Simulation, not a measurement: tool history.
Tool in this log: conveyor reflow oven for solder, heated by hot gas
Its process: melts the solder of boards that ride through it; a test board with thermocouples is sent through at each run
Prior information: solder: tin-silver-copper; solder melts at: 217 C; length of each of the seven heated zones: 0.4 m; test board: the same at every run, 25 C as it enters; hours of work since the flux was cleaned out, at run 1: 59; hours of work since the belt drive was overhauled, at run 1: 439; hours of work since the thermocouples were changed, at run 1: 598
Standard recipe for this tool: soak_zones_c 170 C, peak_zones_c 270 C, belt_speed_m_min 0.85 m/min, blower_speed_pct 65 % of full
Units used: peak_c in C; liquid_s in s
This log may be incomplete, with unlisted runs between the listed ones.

run     day  soak_zones_c  peak_zones_c  belt_speed_m_min  blower_speed_pct  hours of work since the flux was cleaned out  hours of work since the belt drive was overhauled  hours of work since the thermocouples were changed  peak_c  liquid_s
  1       0           170           270              0.85                65                                            59                                                439                                                 598     245     35.91
  2   0.854           170           270              0.85                65                                            73                                                453                                                 612   245.2     35.88
  3   1.746           170           260              0.85                65                                            88                                                468                                                 627   236.9     29.17
  4   2.517           170           260              0.85                65                                           100                                                481                                                 640   236.1      29.4
  5   3.129           170           260              0.85                65                                           110                                                491                                                 650   236.7     29.16
  6    3.95           170           260              0.85                65                                           124                                                504                                                 663   236.2     28.93
  7   4.683           170           260              0.85                65                                           136                                                516                                                 675   236.4     28.82
  8   5.242           170           260              0.85                65                                           145                                                525                                                 684   235.8     28.94
      5.842  -- flux residue cleaned out of gas plates and filters
  9   6.212           181           264             0.892                74                                             6                                                538                                                 697   242.7     35.97
 10   7.046           159           272             0.819                57                                            20                                                551                                                 710   243.2     33.61
 11    8.05           170           276              0.85                65                                            36                                                568                                                 727   249.4     39.05
 12   8.779           177           276              0.85                65                                            48                                                580                                                 739   250.9     41.83
 13   9.917           173           276             0.806                86                                            67                                                598                                                 757     255     46.48
 14   10.45           173           276             0.806                86                                            76                                                607                                                 766   255.1     46.51
 15  11.196           173           276             0.806                86                                            88                                                619                                                 778   255.3     46.49
 16   11.95           170           284              0.85                64                                           100                                                632                                                 791   255.2     42.14

3 options for the next run, each taken on its own from the tool as it stands now. Forecast them:
  A  12.975           178           284             0.912                64                                           117                                                648                                                 807       ?         ?
  B  12.975           170           261             0.816                66                                           117                                                648                                                 807       ?         ?
  C  12.975           183           270              0.85                65                                           117                                                648                                                 807       ?         ?

run  peak_c  liquid_s
  A   253.6     40.27
  B   238.2     32.76
  C   246.9     41.16
The same runs, with their run-to-run variation unchanged, on a tool lacking any hidden condition would have given:
run  peak_c  liquid_s
  A   256.7     41.07
  B   241.3     34.78
  C   249.9     42.28

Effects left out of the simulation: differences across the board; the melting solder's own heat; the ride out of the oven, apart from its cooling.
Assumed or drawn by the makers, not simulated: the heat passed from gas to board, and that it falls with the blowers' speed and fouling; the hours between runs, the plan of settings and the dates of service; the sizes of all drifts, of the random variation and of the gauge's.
